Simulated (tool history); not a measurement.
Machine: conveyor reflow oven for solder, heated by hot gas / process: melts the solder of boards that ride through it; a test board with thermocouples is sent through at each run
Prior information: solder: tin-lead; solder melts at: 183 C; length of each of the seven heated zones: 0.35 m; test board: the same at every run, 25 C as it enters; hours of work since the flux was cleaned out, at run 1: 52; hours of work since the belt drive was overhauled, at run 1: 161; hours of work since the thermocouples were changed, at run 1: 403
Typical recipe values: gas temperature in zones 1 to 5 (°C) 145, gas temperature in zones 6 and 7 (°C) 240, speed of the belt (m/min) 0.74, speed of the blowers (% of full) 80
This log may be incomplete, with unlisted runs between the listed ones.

run    hour  gas temperature in zones 1 to 5 (°C)  gas temperature in zones 6 and 7 (°C)  speed of the belt (m/min)  speed of the blowers (% of full)  hours of work since the flux was cleaned out  hours of work since the belt drive was overhauled  hours of work since the thermocouples were changed  highest temperature of the board (°C)  time above the solder's melting point (s)
  1       0                                   145                                    240                       0.74                                80                                            52                                                161                                                 403                                  225.5                                      48.75
  2    50.5                                   145                                    240                       0.74                                80                                            79                                                188                                                 430                                  225.1                                      48.55
  3   128.4                                   145                                    240                       0.74                                87                                           120                                                229                                                 471                                  226.3                                      49.05
  4   174.8                                   145                                    240                       0.74                                87                                           145                                                254                                                 496                                    226                                      49.15
  5   270.6                                   145                                    240                       0.74                                87                                           196                                                305                                                 547                                  225.7                                      48.97
  6   360.5                                   155                                    240                       0.74                                80                                           244                                                353                                                 595                                  225.3                                      51.68
      379.2  -- flux residue cleaned out of gas plates and filters
  7     417                                   153                                    240                       0.74                                80                                            20                                                381                                                 623                                  226.3                                      51.49
  8   511.2                                   153                                    240                       0.74                                80                                            70                                                431                                                 673                                    226                                      51.46
  9   601.1                                   153                                    240                       0.74                                80                                           118                                                479                                                 721                                  225.8                                      51.26
 10   643.1                                   153                                    240                       0.74                                80                                           141                                                501                                                 743                                  225.9                                      51.34
      699.5  -- thermocouples of zones 6 and 7 changed
 11   699.5                                   145                                    240                       0.74                                50                                           170                                                530                                                   0                                  217.3                                      43.76
 12   764.6                                   145                                    240                       0.74                                50                                           205                                                565                                                  35                                  217.2                                      43.61
 13   826.9                                   145                                    240                       0.74                                50                                           238                                                598                                                  68                                  216.9                                      43.39
      855.4  -- flux residue cleaned out of gas plates and filters
 14   916.6                                   145                                    240                       0.74                                50                                            33                                                644                                                 113                                  217.8                                       44.1
 15   995.7                                   145                                    240                       0.74                                50                                            75                                                686                                                 155                                  217.5                                      43.75
 16  1090.5                                   145                                    240                       0.74                                50                                           125                                                736                                                 206                                  217.2                                       43.7
 17  1137.5                                   139                                    252                       0.74                                77                                           151                                                762                                                 231                                  234.6                                      50.94
 18  1231.1                                   153                                    254                      0.795                                77                                           200                                                811                                                 281                                  235.8                                      51.33
 19  1320.7                                   137                                    229                      0.792                                71                                           248                                                859                                                 329                                  210.2                                      34.67
     1329.7  -- flux residue cleaned out of gas plates and filters
 20  1383.3                                   133                                    238                      0.813                                75                                            29                                                890                                                 360                                    218                                      37.99
 21  1432.8                                   133                                    238                      0.813                                75                                            55                                                916                                                 386                                  217.7                                       37.9
 22  1473.9                                   133                                    246                      0.813                                60                                            77                                                938                                                 408                                  219.6                                      38.26
 23  1536.5                                   159                                    240                      0.662                                80                                           110                                                972                                                 441                                  229.9                                      61.44
 24  1611.4                                   159                                    240                      0.662                                80                                           150                                               1012                                                 481                                  229.7                                      61.44
 25  1669.6                                   159                                    240                      0.623                                81                                           181                                               1043                                                 512                                  230.7                                       65.7
 26  1710.7                                   159                                    240                      0.623                                69                                           203                                               1065                                                 534                                  228.9                                       65.1
 27  1765.2                                   159                                    240                      0.623                                69                                           232                                               1094                                                 563                                  228.7                                      64.88
     1805.9  -- flux residue cleaned out of gas plates and filters
 28  1861.5                                   159                                    240                      0.623                                69                                            30                                               1143                                                 612                                  229.5                                      65.19
 29  1906.6                                   159                                    240                      0.623                                69                                            54                                               1167                                                 636                                  229.5                                      65.25

Predict each of these 3 candidate next runs independently; none follows another, all start after run 29:
  A  1966.1                                   141                                    240                      0.623                                53                                            85                                               1198                                                 668                                      ?                                          ?
  B  1966.1                                   133                                    240                       0.74                                72                                            85                                               1198                                                 668                                      ?                                          ?
  C  1966.1                                   145                                    240                      0.789                                87                                            85                                               1198                                                 668                                      ?                                          ?

run  highest temperature of the board (°C)  time above the solder's melting point (s)
  A                                  222.7                                      55.56
  B                                  221.5                                      44.08
  C                                  224.6                                       45.8
With the hidden condition removed and each run's random variation left untouched, the same runs would have given:
run  highest temperature of the board (°C)  time above the solder's melting point (s)
  A                                  224.3                                      55.96
  B                                  223.3                                      44.58
  C                                  226.4                                      46.11
